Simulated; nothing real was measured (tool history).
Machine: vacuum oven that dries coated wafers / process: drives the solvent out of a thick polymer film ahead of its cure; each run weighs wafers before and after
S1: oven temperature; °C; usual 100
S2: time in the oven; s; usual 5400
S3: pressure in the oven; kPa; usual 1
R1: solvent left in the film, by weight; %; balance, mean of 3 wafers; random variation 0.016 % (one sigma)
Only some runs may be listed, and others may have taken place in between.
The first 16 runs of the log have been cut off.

Run 17, hour 250.7: usual settings but S1 113 °C, S3 0.77 kPa. Result: R1 0.32 %.
Run 18, hour 261.2: usual settings but S2 5880 s. Result: R1 1.02 %.
Run 19, hour 282.2: usual settings but S2 5880 s. Result: R1 1.08 %.
Run 20, hour 301.2: usual settings but S2 5880 s. Result: R1 1.06 %.
Run 21, hour 313.7: usual settings but S1 106 °C, S3 1.93 kPa. Result: R1 0.91 %.
Run 22, hour 329.2: usual settings but S1 106 °C, S2 4140 s, S3 3.11 kPa. Result: R1 1.71 %.
Run 23, hour 352.7: usual settings but S1 106 °C, S2 4140 s, S3 3.11 kPa. Result: R1 1.72 %.
Run 24, hour 374.2: usual settings but S1 88 °C, S2 2880 s, S3 0.61 kPa. Result: R1 6.75 %.
Run 25, hour 386: usual settings but S2 3000 s. Result: R1 3.66 %.
Run 26, hour 398.2: usual settings but S1 93 °C, S2 6120 s, S3 1.51 kPa. Result: R1 1.96 %.
Run 27, hour 423.6: usual settings but S1 93 °C, S2 6120 s, S3 1.51 kPa. Result: R1 1.97 %.
Run 28, hour 441.7: usual settings but S1 93 °C, S2 6120 s, S3 2.47 kPa. Result: R1 2.23 %.
Run 29, hour 454.1: usual settings but S1 87 °C, S2 6300 s, S3 0.82 kPa. Result: R1 2.68 %.
Run 30, hour 465.4: usual settings but S1 89 °C, S2 2880 s, S3 1.05 kPa. Result: R1 6.54 %.
Run 31, hour 483.2: usual settings but S1 89 °C, S2 2880 s, S3 1.05 kPa. Result: R1 6.56 %.
Run 32, hour 499.6: usual settings but S1 89 °C, S2 2880 s, S3 1.05 kPa. Result: R1 6.61 %.

Estimate the outcome of run 33 from the log above:
Run 33, hour 518.8: usual settings but S2 4380 s. Result: R1 ?.

{"run 33": {"R1": 1.98}}
Take away the tool's hidden state, keep the run-to-run variation as it was, and the same run would have given R1 1.83 %.
